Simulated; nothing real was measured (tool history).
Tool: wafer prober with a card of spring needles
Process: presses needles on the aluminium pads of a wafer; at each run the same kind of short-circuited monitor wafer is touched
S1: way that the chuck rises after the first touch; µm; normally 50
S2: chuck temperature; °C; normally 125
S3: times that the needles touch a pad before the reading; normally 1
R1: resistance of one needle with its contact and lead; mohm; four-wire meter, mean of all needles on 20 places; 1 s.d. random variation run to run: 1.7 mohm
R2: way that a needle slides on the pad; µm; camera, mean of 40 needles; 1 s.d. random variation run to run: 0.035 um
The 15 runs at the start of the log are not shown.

At day 29.996: tips cleaned on abrasive film.
At day 31.354: tips cleaned on abrasive film.
Run 16, day 31.529: usual settings. Result: R1 201 mohm, R2 7.64 µm.
At day 31.725: height of the first contact set anew.
At day 32.704: tips cleaned on abrasive film.
Run 17, day 32.896: usual settings. Result: R1 207 mohm, R2 7.2 µm.
At day 33.971: tips cleaned on abrasive film.
Run 18, day 34.288: usual settings but S1 44 µm. Result: R1 228 mohm, R2 6.29 µm.
At day 35.246: tips cleaned on abrasive film.
Run 19, day 35.75: usual settings but S1 67 µm, S2 36 °C. Result: R1 191 mohm, R2 10.04 µm.
At day 36.567: tips cleaned on abrasive film.
Run 20, day 36.933: usual settings but S1 67 µm, S2 87 °C. Result: R1 191 mohm, R2 10.1 µm.
At day 37.971: tips cleaned on abrasive film.
Run 21, day 38.596: usual settings but S2 93 °C, S3 2. Result: R1 205 mohm, R2 7.19 µm.
At day 39.279: tips cleaned on abrasive film.
At day 39.829: height of the first contact set anew, once more.
Run 22, day 40.042: usual settings but S2 93 °C, S3 2. Result: R1 202 mohm, R2 8.15 µm.
At day 40.604: tips cleaned on abrasive film.
Run 23, day 41.667: usual settings but S1 40 µm, S2 30 °C, S3 2. Result: R1 233 mohm, R2 6.48 µm.
At day 42.004: tips cleaned on abrasive film.
At day 43.371: tips cleaned on abrasive film.
Run 24, day 44.129: usual settings but S2 31 °C. Result: R1 225 mohm, R2 8.13 µm.
At day 44.733: tips cleaned on abrasive film.
Run 25, day 45.671: usual settings but S1 48 µm, S2 30 °C. Result: R1 242 mohm, R2 7.78 µm.
At day 46.021: tips cleaned on abrasive film.
At day 47.354: tips cleaned on abrasive film.
Run 26, day 48.179: usual settings but S1 48 µm, S2 30 °C. Result: R1 235 mohm, R2 7.74 µm.
At day 48.721: tips cleaned on abrasive film.
At day 50.108: tips cleaned on abrasive film.
Run 27, day 50.896: usual settings but S1 31 µm. Result: R1 323 mohm, R2 4.94 µm.
At day 51.6: tips cleaned on abrasive film.
Run 28, day 52.396: usual settings but S1 36 µm, S2 44 °C. Result: R1 286 mohm, R2 5.72 µm.
At day 52.983: tips cleaned on abrasive film.
At day 54.425: tips cleaned on abrasive film.
Run 29, day 54.425: usual settings but S1 36 µm, S2 44 °C. Result: R1 183 mohm, R2 5.71 µm.
At day 55.683: tips cleaned on abrasive film.
At day 57.062: tips cleaned on abrasive film.
Run 30, day 57.062: usual settings but S1 36 µm, S2 44 °C. Result: R1 185 mohm, R2 5.67 µm.
At day 58.529: tips cleaned on abrasive film.
Run 31, day 59.421: usual settings but S1 36 µm, S2 44 °C. Result: R1 312 mohm, R2 5.61 µm.
At day 59.867: tips cleaned on abrasive film.
Run 32, day 60.9: usual settings but S1 31 µm, S2 41 °C. Result: R1 376 mohm, R2 4.86 µm.

Below are 3 alternative next runs, each starting from the tool's condition after run 32. Predict each:
At day 61.246: tips cleaned on abrasive film.
Run A, day 62.358: usual settings but S1 61 µm, S2 41 °C. Result: R1 ?, R2 ?.
At day 61.246: tips cleaned on abrasive film.
Run B, day 62.358: usual settings but S3 2. Result: R1 ?, R2 ?.
At day 61.246: tips cleaned on abrasive film.
Run C, day 62.358: usual settings but S1 32 µm, S2 101 °C, S3 2. Result: R1 ?, R2 ?.

run   R1    R2
  A  217  9.69
  B  219  7.92
  C  298  4.92
With the hidden condition removed and each run's random variation left untouched, the same runs would have given:
run   R1    R2
  A  157  9.91
  B  172  8.14
  C  181  5.14

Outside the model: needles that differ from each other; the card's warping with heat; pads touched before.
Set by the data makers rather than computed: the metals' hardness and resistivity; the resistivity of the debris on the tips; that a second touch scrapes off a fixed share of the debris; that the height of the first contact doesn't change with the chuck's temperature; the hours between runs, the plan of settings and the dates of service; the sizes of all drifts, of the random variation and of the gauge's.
